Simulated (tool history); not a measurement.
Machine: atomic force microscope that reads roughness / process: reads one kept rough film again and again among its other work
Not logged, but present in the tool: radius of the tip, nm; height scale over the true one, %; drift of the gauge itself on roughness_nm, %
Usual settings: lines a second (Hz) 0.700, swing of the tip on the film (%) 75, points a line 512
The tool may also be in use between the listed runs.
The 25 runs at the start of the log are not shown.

run	day	lines a second (Hz)	swing of the tip on the film (%)	points a line	pictures with this tip	hours of work since the height scale was calibrated	roughness of the kept film (nm (root mean square))
26	22.950	0.700	83	329	297	878	2.414
# day 23.650: new tip fitted
27	23.867	0.700	83	329	10	893	2.436
28	24.842	1.441	80	451	53	909	2.319
29	25.896	1.441	80	451	100	927	2.316
30	26.867	1.441	80	594	143	943	2.304
31	27.721	1.441	67	660	181	958	2.461
32	28.604	1.441	67	660	220	973	2.470
33	29.258	1.441	67	660	249	983	2.464

For run 34, what comes out?
34	30.175	1.441	67	660	290	999	?

{"run 34": {"roughness of the kept film (nm (root mean square))": 2.469}}
Without the tool's hidden state the same run would have given roughness of the kept film (nm (root mean square)) 2.473.
